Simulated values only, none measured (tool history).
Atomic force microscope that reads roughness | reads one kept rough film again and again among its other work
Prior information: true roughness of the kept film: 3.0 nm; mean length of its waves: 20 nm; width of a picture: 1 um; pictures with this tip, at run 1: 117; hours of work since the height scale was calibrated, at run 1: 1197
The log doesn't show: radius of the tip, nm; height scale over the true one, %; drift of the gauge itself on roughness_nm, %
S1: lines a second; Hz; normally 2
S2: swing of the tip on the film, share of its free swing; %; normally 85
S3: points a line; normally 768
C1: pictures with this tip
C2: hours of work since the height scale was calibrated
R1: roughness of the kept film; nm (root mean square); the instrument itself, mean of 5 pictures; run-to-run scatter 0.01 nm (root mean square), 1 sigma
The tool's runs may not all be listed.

run    hour    S1  S2   S3   C1    C2     R1
  1       0     2  85  768  117  1197  2.346
  2    29.1     2  85  768  147  1216  2.354
  3    76.2     2  85  768  195  1247  2.333
  4   111.3     2  85  768  231  1270  2.326
  5   157.6     2  85  768  279  1301  2.313
      162.2  -- new tip fitted
  6   193.6     2  85  768   32  1324  2.316
  7   223.6     2  85  768   63  1344  2.343
  8   254.4     2  88  768   95  1364  2.307
  9   279.1  1.75  85  768  120  1380  2.357
 10   333.3  1.75  85  768  176  1416  2.365
 11   382.5     2  85  288  227  1448   2.26
 12   413.6     2  85  288  259  1469  2.274
      439.4  -- new tip fitted
 13   461.8     2  85  288   23  1500  2.277
 14   497.3     2  85  768   59  1524  2.331
 15   525.5     2  85  768   88  1542  2.344
 16   578.9     2  85  768  143  1577  2.333
 17   621.5     2  85  768  187  1606  2.348
      651.2  -- height scale calibrated on a step standard
 18   654.5     2  85  768  220     2  2.352
 19     704     2  85  768  271    35  2.328
      716.2  -- new tip fitted
 20   760.1     2  58  768   45    71  2.518
 21   793.7  3.19  85  768   80    94  2.211
 22   827.7  3.19  85  768  115   116  2.192
 23   865.9  3.19  85  768  154   141  2.207
 24   894.3  1.17  63  768  183   160  2.519
 25   934.6  0.89  89  768  225   186  2.439
 26   981.7  2.26  82  915  273   217  2.332
      992.2  -- new tip fitted
 27  1005.2     2  58  698   14   233  2.535
 28    1031   1.7  82  734   40   249  2.408
 29  1062.2  3.82  85  742   72   270   2.13
 30  1106.6  1.39  85  694  118   299  2.415
 31  1136.4  2.77  85  688  149   319  2.243
 32  1161.2  2.77  85  688  174   335  2.231
 33  1210.2  0.62  87  589  225   368  2.481
 34  1240.2  0.62  87  589  256   387   2.49
     1270.2  -- new tip fitted
 35  1276.2  0.62  87  589    6   411  2.492
 36  1329.9  0.62  87  589   61   446  2.511
 37  1356.5  2.02  65  988   89   464  2.505
 38  1385.5     2  80  297  119   483  2.323
 39  1427.9     2  85  998  162   511  2.347
 40  1467.1     2  85  998  202   536   2.34
 41  1490.6     2  84  398  227   552  2.308
 42  1535.6  0.77  84  398  273   581  2.475
     1546.3  -- new tip fitted
 43  1574.8  1.03  71  896   30   607  2.551
 44  1623.4  1.03  71  896   80   639  2.529
 45  1648.4  2.24  57  264  106   655  2.461
 46  1700.6  2.24  57  264  159   690  2.447

Alternative continuations, all from the tool just after run 46; predict every row:
  A  1748.3  0.52  57  264  208  721   ?
  B  1748.3     2  65  768  208  721   ?
  C  1748.3   1.9  85  267  208  721   ?
  D  1748.3  1.63  85  768  208  721   ?
  E  1748.3  2.73  64  322  208  721   ?

run     R1
  A  2.482
  B  2.509
  C  2.262
  D  2.367
  E  2.428
Had the tool no hidden state, the same runs would have come out as:
run     R1
  A   2.49
  B  2.516
  C  2.268
  D  2.374
  E  2.435
